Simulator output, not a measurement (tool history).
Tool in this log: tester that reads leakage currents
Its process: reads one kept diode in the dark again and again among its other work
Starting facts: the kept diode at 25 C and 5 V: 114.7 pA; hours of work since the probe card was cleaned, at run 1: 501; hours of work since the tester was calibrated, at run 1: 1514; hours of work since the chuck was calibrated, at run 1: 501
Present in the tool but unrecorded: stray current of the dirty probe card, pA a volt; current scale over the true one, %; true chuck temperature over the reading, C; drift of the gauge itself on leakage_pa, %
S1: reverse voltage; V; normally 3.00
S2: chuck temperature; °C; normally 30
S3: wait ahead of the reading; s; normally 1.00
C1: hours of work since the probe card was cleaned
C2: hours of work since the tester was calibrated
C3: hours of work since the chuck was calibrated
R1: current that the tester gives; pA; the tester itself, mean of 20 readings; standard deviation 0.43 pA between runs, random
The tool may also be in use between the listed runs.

run	day	S1	S2	S3	C1	C2	C3	R1
1	0.000	3.00	30	1.00	501	1514	501	141.78
2	3.954	3.00	57	1.00	544	1556	544	1468.81
3	7.717	3.00	57	1.00	585	1597	585	1473.13
4	10.208	3.00	57	1.00	612	1624	612	1466.66
5	12.046	3.00	57	1.00	632	1644	632	1467.79
6	15.288	4.37	30	1.00	667	1679	667	172.88
7	18.388	4.37	30	1.00	700	1713	700	172.73
8	21.283	4.37	30	1.00	732	1744	732	173.05
9	23.700	4.37	30	1.00	758	1770	758	172.93
10	25.742	4.37	30	1.00	780	1792	780	172.65
11	28.129	4.37	30	1.00	806	1818	806	174.85
# day 29.625: chuck's temperature calibrated
12	30.708	4.37	30	1.00	833	1845	12	173.29
13	33.458	1.38	30	1.00	863	1875	42	93.57
14	36.038	1.38	30	1.00	891	1903	69	93.02
15	39.500	3.00	30	1.00	928	1940	107	141.84
16	43.908	3.00	30	1.00	976	1988	155	141.06
17	47.392	3.00	30	1.98	1014	2026	192	141.11
18	51.838	3.00	30	8.93	1062	2074	241	141.35
19	54.575	3.00	27	8.93	1091	2104	270	105.99
20	57.596	3.00	50	1.00	1124	2136	303	832.03
21	59.562	3.00	50	1.00	1145	2158	324	835.51
22	63.925	3.00	49	3.02	1193	2205	372	762.68
23	67.875	5.55	20	1.22	1235	2248	414	74.53
24	70.992	4.59	23	4.87	1269	2282	448	89.96
25	74.196	4.59	23	4.87	1304	2316	483	90.11
26	77.338	3.00	47	0.62	1338	2350	517	647.64
# day 79.888: tester calibrated
27	80.775	3.00	47	0.62	1374	10	553	645.91
28	84.775	3.00	47	0.62	1418	53	596	645.76
29	87.925	1.69	28	0.43	1452	87	631	86.73
30	90.288	2.89	46	1.51	1477	113	656	581.61
31	93.879	2.89	46	1.51	1516	152	695	582.72
32	97.212	2.89	46	1.51	1552	188	731	582.87
33	101.625	3.31	23	1.51	1600	235	779	76.02
# day 105.512: chuck's temperature calibrated
34	105.862	4.63	30	1.00	1645	280	4	178.62
# day 108.750: probe card cleaned and baked
35	110.421	4.63	30	1.00	18	328	52	179.54
36	113.967	4.63	30	1.00	56	367	90	178.45
37	117.025	4.63	30	0.36	90	400	123	180.93
38	121.271	7.07	21	1.48	136	446	169	93.22
39	124.708	4.89	38	3.89	173	483	207	382.09
40	128.912	1.61	22	1.00	218	529	252	46.53
41	132.533	1.61	22	1.00	258	568	291	46.88

Hidden condition of the tool, last listed run before each entry between runs versus first listed run after:
In the gap between runs 11 and 12: chuck's temperature calibrated (day 29.625)
  true chuck temperature over the reading, C: -0.02 -> 0
  measured value less the no-hidden-state value, R1: -0.26 -> -0.02 pA
In the gap between runs 26 and 27: tester calibrated (day 79.888)
  current scale over the true one, %: -0.01 -> 0
  measured value less the no-hidden-state value, R1: -0.64 -> -0.60 pA
In the gap between runs 33 and 34: chuck's temperature calibrated (day 105.512)
  true chuck temperature over the reading, C: -0.02 -> 0
  measured value less the no-hidden-state value, R1: -0.10 -> +0.03 pA
In the gap between runs 34 and 35: probe card cleaned and baked (day 108.750)
  stray current of the dirty probe card, pA a volt: 0.023 -> 0.02
  measured value less the no-hidden-state value, R1: +0.03 -> -0.01 pA
